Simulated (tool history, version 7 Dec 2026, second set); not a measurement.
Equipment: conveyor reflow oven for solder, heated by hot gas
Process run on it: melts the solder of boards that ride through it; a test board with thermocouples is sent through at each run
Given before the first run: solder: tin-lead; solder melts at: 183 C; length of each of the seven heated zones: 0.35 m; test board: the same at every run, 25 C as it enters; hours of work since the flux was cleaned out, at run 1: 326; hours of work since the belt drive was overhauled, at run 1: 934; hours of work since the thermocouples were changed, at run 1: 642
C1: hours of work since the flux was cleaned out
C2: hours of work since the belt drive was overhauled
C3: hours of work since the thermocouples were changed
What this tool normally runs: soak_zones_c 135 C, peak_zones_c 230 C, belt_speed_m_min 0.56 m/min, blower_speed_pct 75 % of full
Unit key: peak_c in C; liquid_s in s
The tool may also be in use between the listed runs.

run 1 hour=0 | soak_zones_c=135 peak_zones_c=230 belt_speed_m_min=0.56 blower_speed_pct=75 | C1=326 C2=934 C3=642 | peak_c=212.98 liquid_s=52.31
run 2 hour=25.7 | soak_zones_c=135 peak_zones_c=230 belt_speed_m_min=0.56 blower_speed_pct=75 | C1=337 C2=945 C3=652 | peak_c=212.94 liquid_s=52.36
run 3 hour=63.2 | soak_zones_c=135 peak_zones_c=230 belt_speed_m_min=0.56 blower_speed_pct=75 | C1=352 C2=961 C3=668 | peak_c=212.83 liquid_s=52.29
run 4 hour=104.9 | soak_zones_c=135 peak_zones_c=230 belt_speed_m_min=0.56 blower_speed_pct=75 | C1=370 C2=978 C3=686 | peak_c=212.87 liquid_s=52.33
run 5 hour=167.2 | soak_zones_c=135 peak_zones_c=230 belt_speed_m_min=0.56 blower_speed_pct=75 | C1=396 C2=1005 C3=712 | peak_c=212.86 liquid_s=52.2
run 6 hour=209.6 | soak_zones_c=130 peak_zones_c=230 belt_speed_m_min=0.56 blower_speed_pct=75 | C1=414 C2=1022 C3=730 | peak_c=211.85 liquid_s=49.61
run 7 hour=241.8 | soak_zones_c=130 peak_zones_c=230 belt_speed_m_min=0.56 blower_speed_pct=75 | C1=428 C2=1036 C3=743 | peak_c=211.95 liquid_s=49.72
run 8 hour=268.3 | soak_zones_c=133 peak_zones_c=230 belt_speed_m_min=0.56 blower_speed_pct=75 | C1=439 C2=1047 C3=755 | peak_c=212.3 liquid_s=51.09
-- hour=276.2 belt drive overhauled, speed set with a stopwatch
-- hour=296.8 flux residue cleaned out of gas plates and filters
-- hour=301.7 thermocouples of zones 6 and 7 changed
run 9 hour=318 | soak_zones_c=133 peak_zones_c=230 belt_speed_m_min=0.56 blower_speed_pct=75 | C1=8 C2=15 C3=7 | peak_c=213.63 liquid_s=53.12
run 10 hour=378.3 | soak_zones_c=135 peak_zones_c=230 belt_speed_m_min=0.56 blower_speed_pct=75 | C1=33 C2=40 C3=32 | peak_c=214.1 liquid_s=53.99
run 11 hour=407.3 | soak_zones_c=135 peak_zones_c=230 belt_speed_m_min=0.56 blower_speed_pct=75 | C1=46 C2=52 C3=44 | peak_c=214.1 liquid_s=54.06
run 12 hour=451 | soak_zones_c=135 peak_zones_c=230 belt_speed_m_min=0.56 blower_speed_pct=75 | C1=64 C2=71 C3=63 | peak_c=213.95 liquid_s=54.08
-- hour=505.6 belt drive overhauled, speed set with a stopwatch, once more
run 13 hour=513.8 | soak_zones_c=135 peak_zones_c=241 belt_speed_m_min=0.56 blower_speed_pct=75 | C1=89 C2=3 C3=88 | peak_c=222.55 liquid_s=58.51
run 14 hour=553.9 | soak_zones_c=135 peak_zones_c=230 belt_speed_m_min=0.56 blower_speed_pct=75 | C1=106 C2=20 C3=105 | peak_c=213.08 liquid_s=51.46
run 15 hour=617.2 | soak_zones_c=135 peak_zones_c=230 belt_speed_m_min=0.56 blower_speed_pct=75 | C1=132 C2=47 C3=131 | peak_c=213.03 liquid_s=51.48
run 16 hour=672.8 | soak_zones_c=135 peak_zones_c=230 belt_speed_m_min=0.56 blower_speed_pct=75 | C1=156 C2=70 C3=155 | peak_c=213 liquid_s=51.47
run 17 hour=702.1 | soak_zones_c=125 peak_zones_c=230 belt_speed_m_min=0.56 blower_speed_pct=63 | C1=168 C2=83 C3=167 | peak_c=208.41 liquid_s=43.39
run 18 hour=741.9 | soak_zones_c=125 peak_zones_c=244 belt_speed_m_min=0.56 blower_speed_pct=56 | C1=185 C2=100 C3=184 | peak_c=218.1 liquid_s=51.68
run 19 hour=787.3 | soak_zones_c=133 peak_zones_c=218 belt_speed_m_min=0.513 blower_speed_pct=52 | C1=204 C2=119 C3=203 | peak_c=200.39 liquid_s=40.36
run 20 hour=835.9 | soak_zones_c=133 peak_zones_c=218 belt_speed_m_min=0.513 blower_speed_pct=52 | C1=225 C2=139 C3=223 | peak_c=200.55 liquid_s=40.42
run 21 hour=861.5 | soak_zones_c=135 peak_zones_c=221 belt_speed_m_min=0.56 blower_speed_pct=75 | C1=235 C2=150 C3=234 | peak_c=205.34 liquid_s=44.21
run 22 hour=908.9 | soak_zones_c=135 peak_zones_c=221 belt_speed_m_min=0.56 blower_speed_pct=75 | C1=255 C2=170 C3=254 | peak_c=205.32 liquid_s=44.08
run 23 hour=940.1 | soak_zones_c=127 peak_zones_c=221 belt_speed_m_min=0.56 blower_speed_pct=70 | C1=268 C2=183 C3=267 | peak_c=202.75 liquid_s=38.29
run 24 hour=985.9 | soak_zones_c=127 peak_zones_c=221 belt_speed_m_min=0.581 blower_speed_pct=70 | C1=288 C2=202 C3=287 | peak_c=201.5 liquid_s=35.02
run 25 hour=1040.5 | soak_zones_c=134 peak_zones_c=230 belt_speed_m_min=0.56 blower_speed_pct=68 | C1=311 C2=225 C3=310 | peak_c=211.24 liquid_s=49.39
run 26 hour=1074.2 | soak_zones_c=135 peak_zones_c=229 belt_speed_m_min=0.56 blower_speed_pct=87 | C1=325 C2=240 C3=324 | peak_c=213.88 liquid_s=52.87
run 27 hour=1117.4 | soak_zones_c=121 peak_zones_c=241 belt_speed_m_min=0.457 blower_speed_pct=78 | C1=343 C2=258 C3=342 | peak_c=227.62 liquid_s=72.18
run 28 hour=1178.8 | soak_zones_c=143 peak_zones_c=230 belt_speed_m_min=0.56 blower_speed_pct=65 | C1=369 C2=284 C3=368 | peak_c=212.56 liquid_s=53.65
run 29 hour=1224.8 | soak_zones_c=143 peak_zones_c=230 belt_speed_m_min=0.56 blower_speed_pct=65 | C1=388 C2=303 C3=387 | peak_c=212.55 liquid_s=53.71
run 30 hour=1276.2 | soak_zones_c=135 peak_zones_c=240 belt_speed_m_min=0.56 blower_speed_pct=61 | C1=410 C2=325 C3=409 | peak_c=218.12 liquid_s=55.23

Predict each of these 4 candidate next runs independently; none follows another, all start after run 30:
run A hour=1306.7 | soak_zones_c=127 peak_zones_c=225 belt_speed_m_min=0.668 blower_speed_pct=61 | C1=423 C2=338 C3=422 | peak_c=? liquid_s=?
run B hour=1306.7 | soak_zones_c=149 peak_zones_c=230 belt_speed_m_min=0.624 blower_speed_pct=77 | C1=423 C2=338 C3=422 | peak_c=? liquid_s=?
run C hour=1306.7 | soak_zones_c=135 peak_zones_c=233 belt_speed_m_min=0.459 blower_speed_pct=75 | C1=423 C2=338 C3=422 | peak_c=? liquid_s=?
run D hour=1306.7 | soak_zones_c=135 peak_zones_c=228 belt_speed_m_min=0.668 blower_speed_pct=65 | C1=423 C2=338 C3=422 | peak_c=? liquid_s=?

run=A peak_c=196.82 liquid_s=23.43
run=B peak_c=212.47 liquid_s=50.05
run=C peak_c=221.49 liquid_s=72.2
run=D peak_c=202.44 liquid_s=32.01
Stripped of hidden state, with their random variation kept, the same runs would have yielded:
run=A peak_c=197.22 liquid_s=24.07
run=B peak_c=212.61 liquid_s=50.18
run=C peak_c=221.29 liquid_s=71.95
run=D peak_c=202.81 liquid_s=32.52
